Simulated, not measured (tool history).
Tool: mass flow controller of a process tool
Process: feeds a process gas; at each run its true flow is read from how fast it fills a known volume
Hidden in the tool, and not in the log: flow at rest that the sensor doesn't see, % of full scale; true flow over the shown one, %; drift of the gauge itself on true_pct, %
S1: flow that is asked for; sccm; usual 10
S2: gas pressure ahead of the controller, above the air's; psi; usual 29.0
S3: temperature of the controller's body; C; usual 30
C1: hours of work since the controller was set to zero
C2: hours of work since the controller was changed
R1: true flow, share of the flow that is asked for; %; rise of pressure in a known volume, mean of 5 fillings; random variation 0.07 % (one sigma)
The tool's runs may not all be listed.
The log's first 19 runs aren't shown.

run      day  S1    S2  S3    C1    C2     R1
 20  308.204  10  29.0  25  1880  1880  97.65
 21  324.333  10  29.0  22  2046  2046  97.29
 22  339.408  10  29.0  30  2202  2202  98.17
 23  359.212  10  29.0  30  2406  2406  98.05
 24  381.408  10  29.0  30  2634  2634  97.99
 25  403.075   4  31.9  30  2858  2858  96.39
 26  417.150  10  21.3  33  3003  3003  98.22
 27  430.588  10  36.3  40  3141  3141  98.53
 28  449.617   3  36.3  27  3337  3337  95.02
 29  471.454   2  22.5  27  3562  3562  94.56
     473.117  -- controller's zero set anew
 30  481.975   2  22.5  27    91  3670  93.62
 31  502.488  17  33.1  30   303  3882  98.12
 32  522.733   5  21.3  25   511  4090  95.54
 33  537.688   8  34.5  24   665  4244  95.53
 34  552.004   4  40.3  38   813  4392  95.48
 35  574.146   5  23.5  29  1041  4620  95.42
     577.788  -- controller's zero set anew, once more
 36  594.292  10  27.1  29   170  4827  97.23
 37  614.767   6  40.6  21   381  5038  95.30
     623.454  -- controller exchanged for a calibrated one
 38  636.392  11  28.4  31   133   133  99.52
 39  650.417   6  29.0  30   278   278  98.63
 40  671.025   2  39.9  30   490   490  97.33
 41  691.512  10  38.1  30   701   701  98.70

Forecast run 42:
 42  707.042   4  37.0  26  861  861   ?

R1: 97.13 %
Without the tool's hidden state the same run would have given R1 97.81 %.
